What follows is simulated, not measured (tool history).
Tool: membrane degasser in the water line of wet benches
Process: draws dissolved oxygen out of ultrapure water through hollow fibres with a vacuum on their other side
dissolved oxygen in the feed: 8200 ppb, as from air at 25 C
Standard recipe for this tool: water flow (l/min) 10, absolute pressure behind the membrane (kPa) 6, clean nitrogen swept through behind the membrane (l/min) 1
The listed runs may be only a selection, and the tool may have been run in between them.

run,day,water flow (l/min),absolute pressure behind the membrane (kPa),clean nitrogen swept through behind the membrane (l/min),dissolved oxygen in the water behind the degasser (ppb),pressure that the water loses in the fibres (kPa)
1,0,10,6,1,143,48.07
2,3.375,10,6,1,142.4,48.69
3,6.488,10,6,0.99,140,48.17
4,10.238,10,6,0.99,140.5,48.32
5,12.4,10,6,0.99,143.2,48.13
6,15.421,10,6,1,139.7,48.19
7,18.092,7,6,1,67.2,33.87
8,19.7,10,6,1.05,138.2,47.99
9,21.558,10,6,1.5,120.9,48.25
10,24.692,10,3.62,1,84.8,48.62
11,27.358,10,6,1,139.7,48.19
12,30.417,10,6,1,144.2,48.06
# day 30.817: seals of the vacuum lines changed
13,32.442,10,6,0.94,139.4,48.5
14,35.338,10,6,0.94,142.2,48.57
15,37.421,10,6,1,138.5,48.18
16,40.042,10,6,1,139.7,47.93
17,42.221,10,6,1,136.9,48.57
18,45.696,13,11.94,1.32,373.4,62.89
19,47.346,9,6,1.52,88.1,43.19
20,50.838,13,9.72,0.67,446.3,63.2
21,52.946,11,6,0.61,213.6,53.05
22,54.638,15,9.29,2.14,361.2,73.3
23,58.296,10,6.23,0.72,166.2,48.43
24,60.938,10,12.47,2.48,164.2,48.48
25,64.758,14,4.22,2.06,237.7,67.49
26,66.471,14,4.22,2.06,239.4,67.84
27,68.221,14,4.22,2.06,239.8,67.44
28,72.067,10,6,2.2,104.4,48.21
29,75.571,8,8.1,2.09,77.1,38.88
30,78.238,15,12.57,1,567,72.79
31,80.262,7,10.06,1.4,98.8,33.82

How would selected steps in dissolved oxygen in the water behind the degasser (ppb) from run to run divide? Give the signed amount a tool lacking its hidden state would still show from settings, what came in and random variation, and the signed amount left for the hidden state, including any gauge scatter that is not in both of the compared results.
Unlogged tool condition in this case: membrane still open, %; true pressure behind the membrane over the reading, kPa; air that leaks in behind the membrane, l/min; drift of the gauge itself on oxygen_ppb, %; drift of the gauge itself on loss_of_pressure_kpa, %.
Run 12 -> 13: clean nitrogen swept through behind the membrane (l/min) 1 -> 0.94, seals of the vacuum lines changed. dissolved oxygen in the water behind the degasser (ppb) -4.8: hidden state -5, all else +0.2.
Run 19 -> 20: water flow (l/min) 9 -> 13, absolute pressure behind the membrane (kPa) 6 -> 9.72, clean nitrogen swept through behind the membrane (l/min) 1.52 -> 0.67. dissolved oxygen in the water behind the degasser (ppb) +358.2: hidden state +2.3, all else +355.9.
Run 29 -> 30: water flow (l/min) 8 -> 15, absolute pressure behind the membrane (kPa) 8.1 -> 12.57, clean nitrogen swept through behind the membrane (l/min) 2.09 -> 1. dissolved oxygen in the water behind the degasser (ppb) +489.9: hidden state +6.4, all else +483.5.
Run 30 -> 31: water flow (l/min) 15 -> 7, absolute pressure behind the membrane (kPa) 12.57 -> 10.06, clean nitrogen swept through behind the membrane (l/min) 1 -> 1.4. dissolved oxygen in the water behind the degasser (ppb) -468.2: hidden state -6.6, all else -461.6.
